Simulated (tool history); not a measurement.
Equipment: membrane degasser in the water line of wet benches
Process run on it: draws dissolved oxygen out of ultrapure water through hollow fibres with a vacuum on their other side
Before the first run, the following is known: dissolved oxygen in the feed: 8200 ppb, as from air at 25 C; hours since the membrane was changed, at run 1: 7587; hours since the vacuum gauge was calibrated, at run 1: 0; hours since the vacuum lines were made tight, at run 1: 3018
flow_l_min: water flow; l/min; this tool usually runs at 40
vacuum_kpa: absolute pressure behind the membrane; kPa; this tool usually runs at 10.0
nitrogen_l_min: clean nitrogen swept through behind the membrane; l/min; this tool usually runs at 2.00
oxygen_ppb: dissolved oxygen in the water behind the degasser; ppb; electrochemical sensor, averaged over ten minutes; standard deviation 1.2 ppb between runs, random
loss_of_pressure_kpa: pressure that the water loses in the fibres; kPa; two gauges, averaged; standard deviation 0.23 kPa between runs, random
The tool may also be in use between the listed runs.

run	hour	flow_l_min	vacuum_kpa	nitrogen_l_min	hours since the membrane was changed	hours since the vacuum gauge was calibrated	hours since the vacuum lines were made tight	oxygen_ppb	loss_of_pressure_kpa
1	0.0	40	10.0	2.00	7587	0	3018	300.2	59.19
2	198.4	40	11.7	2.00	7786	198	3217	371.0	59.37
3	327.9	40	10.0	2.00	7915	328	3346	302.0	58.85
4	514.2	40	10.0	2.00	8101	514	3533	300.8	59.22
5	670.1	40	10.0	2.00	8257	670	3688	301.1	58.88
6	824.4	40	17.8	2.00	8412	824	3843	613.2	59.23
7	1017.5	40	15.8	2.00	8605	1018	4036	533.5	59.32
8	1229.6	32	10.0	2.00	8817	1230	4248	243.1	46.96
9	1403.8	32	10.0	2.00	8991	1404	4422	246.0	47.46
10	1619.9	40	10.0	2.00	9207	1620	4638	300.9	58.84
11	1776.1	40	10.0	2.00	9363	1776	4794	297.7	59.05
12	1957.7	40	10.0	2.00	9545	1958	4976	299.8	58.77
13	2081.0	40	10.0	2.00	9668	2081	5099	300.5	58.83
14	2178.7	40	10.0	2.00	9766	2179	5197	299.7	58.97
15	2298.1	40	10.0	2.00	9885	2298	5316	300.1	59.32
16	2470.5	40	10.0	2.00	10058	2471	5489	299.6	58.90
17	2685.0	40	10.0	2.00	10272	2685	5703	301.1	59.07
18	2783.5	26	12.3	2.00	10371	2783	5802	266.3	38.54
19	2893.3	26	12.3	2.00	10481	2893	5912	267.5	38.09
20	3070.0	26	12.3	2.60	10657	3070	6088	209.2	38.30
21	3240.3	34	13.8	3.63	10828	3240	6259	231.6	50.18
22	3447.4	34	13.8	3.63	11035	3447	6466	233.6	50.04
23	3662.3	31	22.2	2.00	11249	3662	6681	627.6	45.72
24	3782.6	29	8.8	5.13	11370	3783	6801	77.4	42.62
25	3992.3	40	10.0	4.27	11580	3992	7011	155.2	58.95
26	4080.4	29	8.0	4.27	11668	4080	7099	78.7	42.85
27	4241.6	29	8.0	4.27	11829	4242	7260	79.5	42.58
28	4420.7	40	12.3	1.76	12008	4421	7439	439.5	58.71
29	4562.8	48	10.0	0.90	12150	4563	7581	655.5	70.81
30	4652.1	48	10.0	0.90	12239	4652	7670	651.2	71.36
# hour 4742.1: seals of the vacuum lines changed
31	4789.5	26	10.2	3.18	12375	4787	47	135.2	38.21
32	4989.0	31	17.1	1.00	12574	4987	247	830.2	46.03
33	5077.0	42	7.3	4.71	12662	5075	335	94.4	61.85

Branching from run 33: 3 alternative next runs. What would each branch give?
A	5194.7	32	8.0	1.08	12780	5193	453	?	?
B	5194.7	42	7.3	2.27	12780	5193	453	?	?
C	5194.7	26	21.1	4.71	12780	5193	453	?	?

run	oxygen_ppb	loss_of_pressure_kpa
A	296.7	47.32
B	175.2	61.81
C	234.6	38.35
Take away the tool's hidden state, keep each run's random variation, and the runs would have read:
run	oxygen_ppb	loss_of_pressure_kpa
A	296.6	47.27
B	175.1	61.74
C	234.6	38.31
